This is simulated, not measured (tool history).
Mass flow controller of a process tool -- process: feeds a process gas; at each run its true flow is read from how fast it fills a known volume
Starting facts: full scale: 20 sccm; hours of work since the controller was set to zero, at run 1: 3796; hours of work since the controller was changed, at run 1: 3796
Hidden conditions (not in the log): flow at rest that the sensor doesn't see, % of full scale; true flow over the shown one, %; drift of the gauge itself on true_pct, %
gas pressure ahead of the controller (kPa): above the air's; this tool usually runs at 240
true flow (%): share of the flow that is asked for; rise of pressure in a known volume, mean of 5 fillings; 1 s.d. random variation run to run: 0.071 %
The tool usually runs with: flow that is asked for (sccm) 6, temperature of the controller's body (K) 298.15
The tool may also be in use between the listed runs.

run,hour,flow that is asked for (sccm),gas pressure ahead of the controller (kPa),temperature of the controller's body (K),hours of work since the controller was set to zero,hours of work since the controller was changed,true flow (%)
1,0.0,6,240,298.15,3796,3796,99.96
2,317.9,6,240,298.15,3899,3899,100.00
3,467.2,6,196,298.15,3948,3948,100.05
4,695.6,6,196,298.15,4022,4022,100.11
5,1011.6,6,196,312.15,4125,4125,101.61
6,1176.1,6,196,312.15,4178,4178,101.70
7,1373.5,6,234,312.15,4243,4243,101.68
8,1505.0,6,240,298.15,4285,4285,100.04
9,1685.5,6,240,298.15,4344,4344,100.02
10,1828.1,6,240,300.15,4391,4391,100.30
11,2042.0,6,240,298.15,4460,4460,99.90
12,2225.8,6,240,298.15,4520,4520,100.01
13,2490.5,6,240,298.15,4606,4606,100.08
14,2676.8,6,240,298.15,4667,4667,100.14
15,2813.4,5,240,298.15,4711,4711,99.69
16,3118.1,5,240,298.15,4810,4810,99.65
# hour 3144.8: controller's zero set anew
17,3332.7,6,240,296.15,61,4880,99.66
18,3512.4,6,240,304.15,120,4938,100.47
19,3682.5,6,240,298.15,175,4993,99.82
20,3854.2,6,240,298.15,231,5049,99.78
21,4019.7,6,240,298.15,285,5103,99.87
22,4170.7,6,240,298.15,334,5152,99.77
23,4393.2,6,240,298.15,406,5225,99.84
# hour 4437.7: controller's zero set anew, once more
24,4619.8,6,240,298.15,59,5298,102.26
25,4937.8,6,240,298.15,163,5402,102.20
26,5192.0,6,206,304.15,245,5484,102.70
27,5489.0,2,221,294.15,342,5581,101.06
28,5668.6,12,221,299.15,400,5639,102.62
29,5908.9,5,146,298.15,478,5717,102.24
30,6043.4,6,159,296.15,522,5761,101.98
31,6213.8,6,167,298.15,578,5817,102.28
32,6497.3,7,190,311.15,670,5909,103.75
33,6687.5,4,245,311.15,732,5971,103.31

Run 34, settings as shown, results not yet in. Your forecast:
34,6818.3,4,254,294.15,774,6013,?

Run 34 measured true flow (%) 101.44.
The same run, on a tool lacking any hidden state, would have yielded true flow (%) 98.99.
